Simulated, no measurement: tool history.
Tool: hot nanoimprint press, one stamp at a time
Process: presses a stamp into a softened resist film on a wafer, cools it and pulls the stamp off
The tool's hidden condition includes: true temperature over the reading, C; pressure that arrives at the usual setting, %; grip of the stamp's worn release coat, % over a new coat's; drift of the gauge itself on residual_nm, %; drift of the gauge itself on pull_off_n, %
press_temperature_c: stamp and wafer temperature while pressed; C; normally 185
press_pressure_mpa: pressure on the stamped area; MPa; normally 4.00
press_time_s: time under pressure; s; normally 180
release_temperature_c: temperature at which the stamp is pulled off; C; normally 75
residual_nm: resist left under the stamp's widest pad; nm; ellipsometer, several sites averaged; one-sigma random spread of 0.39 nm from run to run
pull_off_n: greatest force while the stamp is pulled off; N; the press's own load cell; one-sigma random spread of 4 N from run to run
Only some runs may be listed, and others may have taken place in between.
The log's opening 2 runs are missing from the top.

run   hour  press_temperature_c  press_pressure_mpa  press_time_s  release_temperature_c  hours of work since the thermocouple was calibrated  imprints on the stamp's release coat  hours of work since the press's seals were changed  residual_nm  pull_off_n
  3   12.3                  185                4.00           111                     75                                                  224                                  1396                                                 160        238.3         286
  4   19.8                  185                4.00           111                     75                                                  228                                  1415                                                 164        237.4         286
  5   26.8                  185                5.86           180                     75                                                  232                                  1432                                                 168        172.8         309
  6   33.9                  185                5.86           180                     75                                                  236                                  1449                                                 172        172.9         294
  7   40.7                  191                4.00           180                     75                                                  240                                  1466                                                 175        163.8         297
  8   50.7                  191                4.00           180                     75                                                  245                                  1490                                                 181        163.6         312
  9   56.3                  191                4.00           180                     75                                                  248                                  1504                                                 184        163.8         298
 10   63.9                  185                3.10           180                     75                                                  253                                  1523                                                 188        221.1         304
 11   69.6                  185                3.10           180                     75                                                  256                                  1537                                                 192        221.5         303
 12   76.4                  185                3.10           180                     75                                                  260                                  1554                                                 195        221.2         300
 13   82.1                  185                3.10           180                     72                                                  263                                  1568                                                 199        221.2         322
 14   90.3                  185                3.10           180                     72                                                  267                                  1588                                                 203        220.4         332
 15   95.1                  185                3.10           180                     72                                                  270                                  1599                                                 206        220.2         321
 16  100.9                  174                4.36           180                     75                                                  273                                  1614                                                 209        273.3         312
 17  110.8                  174                4.36           180                     75                                                  279                                  1638                                                 215        272.5         312

Expected results for the next run?
 18  121.4                  194                3.22           180                     78                                                  285                                  1664                                                 220            ?           ?

residual_nm: 162.3 nm
pull_off_n: 290 N
With no hidden state in the tool, this same run would have given residual_nm 165.4 nm, pull_off_n 183 N.

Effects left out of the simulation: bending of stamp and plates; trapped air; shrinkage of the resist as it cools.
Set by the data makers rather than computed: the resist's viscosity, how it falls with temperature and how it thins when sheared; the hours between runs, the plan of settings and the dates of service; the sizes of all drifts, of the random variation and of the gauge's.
